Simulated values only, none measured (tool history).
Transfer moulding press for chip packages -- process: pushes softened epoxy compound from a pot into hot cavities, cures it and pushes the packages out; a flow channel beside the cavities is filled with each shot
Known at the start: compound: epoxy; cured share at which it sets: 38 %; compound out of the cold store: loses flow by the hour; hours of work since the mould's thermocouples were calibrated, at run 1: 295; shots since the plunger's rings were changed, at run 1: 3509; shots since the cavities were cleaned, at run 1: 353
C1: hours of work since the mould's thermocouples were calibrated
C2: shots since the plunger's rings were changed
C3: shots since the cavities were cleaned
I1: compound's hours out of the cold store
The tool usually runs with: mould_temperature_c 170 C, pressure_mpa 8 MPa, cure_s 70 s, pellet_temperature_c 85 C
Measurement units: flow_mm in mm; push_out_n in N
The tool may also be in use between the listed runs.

run 1 hour=0 | mould_temperature_c=170 pressure_mpa=8 cure_s=70 pellet_temperature_c=85 | C1=295 C2=3509 C3=353 | I1=20 | flow_mm=608 push_out_n=713
-- hour=10.1 cavities cleaned with cleaning compound and waxed
run 2 hour=18.5 | mould_temperature_c=170 pressure_mpa=8 cure_s=70 pellet_temperature_c=85 | C1=303 C2=3693 C3=91 | I1=13.1 | flow_mm=632 push_out_n=730
run 3 hour=36.1 | mould_temperature_c=170 pressure_mpa=8 cure_s=70 pellet_temperature_c=85 | C1=311 C2=3883 C3=281 | I1=11.8 | flow_mm=626 push_out_n=771
run 4 hour=48.2 | mould_temperature_c=170 pressure_mpa=8 cure_s=70 pellet_temperature_c=85 | C1=316 C2=4014 C3=412 | I1=21 | flow_mm=610 push_out_n=712
-- hour=51.9 cavities cleaned with cleaning compound and waxed
run 5 hour=60.4 | mould_temperature_c=170 pressure_mpa=8 cure_s=70 pellet_temperature_c=85 | C1=321 C2=4130 C3=92 | I1=22.1 | flow_mm=599 push_out_n=717
run 6 hour=77.2 | mould_temperature_c=170 pressure_mpa=9.6 cure_s=70 pellet_temperature_c=85 | C1=329 C2=4311 C3=273 | I1=26.7 | flow_mm=649 push_out_n=717
run 7 hour=90.5 | mould_temperature_c=170 pressure_mpa=9.6 cure_s=70 pellet_temperature_c=85 | C1=335 C2=4455 C3=417 | I1=9 | flow_mm=698 push_out_n=726
-- hour=94.4 cavities cleaned with cleaning compound and waxed
run 8 hour=108 | mould_temperature_c=170 pressure_mpa=9.6 cure_s=70 pellet_temperature_c=85 | C1=342 C2=4628 C3=147 | I1=47.8 | flow_mm=598 push_out_n=646
run 9 hour=125.6 | mould_temperature_c=170 pressure_mpa=8 cure_s=103 pellet_temperature_c=85 | C1=350 C2=4818 C3=337 | I1=20.9 | flow_mm=599 push_out_n=428
-- hour=136.6 cavities cleaned with cleaning compound and waxed
run 10 hour=148 | mould_temperature_c=170 pressure_mpa=8 cure_s=103 pellet_temperature_c=85 | C1=360 C2=5044 C3=123 | I1=39.3 | flow_mm=556 push_out_n=421
run 11 hour=161.2 | mould_temperature_c=170 pressure_mpa=8 cure_s=103 pellet_temperature_c=85 | C1=366 C2=5187 C3=266 | I1=31.1 | flow_mm=579 push_out_n=436
-- hour=178.4 cavities cleaned with cleaning compound and waxed
run 12 hour=178.4 | mould_temperature_c=170 pressure_mpa=7.85 cure_s=70 pellet_temperature_c=85 | C1=373 C2=5357 C3=0 | I1=40.7 | flow_mm=545 push_out_n=656
run 13 hour=187.5 | mould_temperature_c=176 pressure_mpa=7.85 cure_s=70 pellet_temperature_c=85 | C1=377 C2=5455 C3=98 | I1=40.4 | flow_mm=539 push_out_n=484
run 14 hour=202 | mould_temperature_c=176 pressure_mpa=7.85 cure_s=70 pellet_temperature_c=85 | C1=384 C2=5612 C3=255 | I1=12.7 | flow_mm=599 push_out_n=498
run 15 hour=218 | mould_temperature_c=176 pressure_mpa=7.85 cure_s=70 pellet_temperature_c=85 | C1=391 C2=5785 C3=428 | I1=24.7 | flow_mm=583 push_out_n=497
-- hour=221.5 cavities cleaned with cleaning compound and waxed
-- hour=234.9 plunger's sealing rings changed
run 16 hour=241.6 | mould_temperature_c=163 pressure_mpa=9.88 cure_s=70 pellet_temperature_c=85 | C1=400 C2=72 C3=190 | I1=44 | flow_mm=639 push_out_n=1110
run 17 hour=257.4 | mould_temperature_c=163 pressure_mpa=9.88 cure_s=70 pellet_temperature_c=85 | C1=407 C2=243 C3=361 | I1=33.6 | flow_mm=660 push_out_n=1137
-- hour=266.3 cavities cleaned with cleaning compound and waxed
run 18 hour=268.3 | mould_temperature_c=163 pressure_mpa=9.88 cure_s=70 pellet_temperature_c=85 | C1=411 C2=345 C3=22 | I1=27.9 | flow_mm=671 push_out_n=1152
run 19 hour=289.4 | mould_temperature_c=163 pressure_mpa=9.88 cure_s=70 pellet_temperature_c=85 | C1=421 C2=573 C3=250 | I1=36 | flow_mm=645 push_out_n=1095
-- hour=308.7 cavities cleaned with cleaning compound and waxed
run 20 hour=308.7 | mould_temperature_c=169 pressure_mpa=8.32 cure_s=70 pellet_temperature_c=85 | C1=429 C2=765 C3=0 | I1=24.8 | flow_mm=613 push_out_n=729
run 21 hour=325.1 | mould_temperature_c=169 pressure_mpa=8.32 cure_s=70 pellet_temperature_c=85 | C1=437 C2=943 C3=178 | I1=38.8 | flow_mm=571 push_out_n=722
run 22 hour=345.4 | mould_temperature_c=169 pressure_mpa=8.32 cure_s=70 pellet_temperature_c=85 | C1=446 C2=1162 C3=397 | I1=9 | flow_mm=655 push_out_n=816
-- hour=352.1 cavities cleaned with cleaning compound and waxed
run 23 hour=357.6 | mould_temperature_c=169 pressure_mpa=8.32 cure_s=70 pellet_temperature_c=85 | C1=451 C2=1277 C3=59 | I1=26.5 | flow_mm=615 push_out_n=747
run 24 hour=377.9 | mould_temperature_c=170 pressure_mpa=8 cure_s=70 pellet_temperature_c=87 | C1=460 C2=1497 C3=279 | I1=11 | flow_mm=630 push_out_n=691
-- hour=394.6 cavities cleaned with cleaning compound and waxed
run 25 hour=394.6 | mould_temperature_c=170 pressure_mpa=8 cure_s=70 pellet_temperature_c=87 | C1=467 C2=1661 C3=0 | I1=26.9 | flow_mm=596 push_out_n=667
run 26 hour=411.6 | mould_temperature_c=172 pressure_mpa=8 cure_s=86 pellet_temperature_c=91 | C1=475 C2=1845 C3=184 | I1=30.1 | flow_mm=584 push_out_n=437
run 27 hour=432.4 | mould_temperature_c=164 pressure_mpa=6.88 cure_s=83 pellet_temperature_c=92 | C1=484 C2=2070 C3=409 | I1=29.6 | flow_mm=560 push_out_n=732
-- hour=436.8 cavities cleaned with cleaning compound and waxed
run 28 hour=451.9 | mould_temperature_c=177 pressure_mpa=9.8 cure_s=83 pellet_temperature_c=82 | C1=492 C2=2265 C3=164 | I1=16.2 | flow_mm=665 push_out_n=432

Branching from run 28: 3 alternative next runs. What would each branch give?
run A hour=462.2 | mould_temperature_c=177 pressure_mpa=9.8 cure_s=88 pellet_temperature_c=82 | C1=497 C2=2376 C3=275 | I1=39.9 | flow_mm=? push_out_n=?
run B hour=462.2 | mould_temperature_c=170 pressure_mpa=8 cure_s=70 pellet_temperature_c=86 | C1=497 C2=2376 C3=275 | I1=10.1 | flow_mm=? push_out_n=?
run C hour=462.2 | mould_temperature_c=178 pressure_mpa=8 cure_s=70 pellet_temperature_c=78 | C1=497 C2=2376 C3=275 | I1=32.8 | flow_mm=? push_out_n=?

run=A flow_mm=600 push_out_n=415
run=B flow_mm=629 push_out_n=691
run=C flow_mm=564 push_out_n=468
With no hidden state in the tool, these same runs would have given:
run=A flow_mm=602 push_out_n=411
run=B flow_mm=630 push_out_n=687
run=C flow_mm=565 push_out_n=464
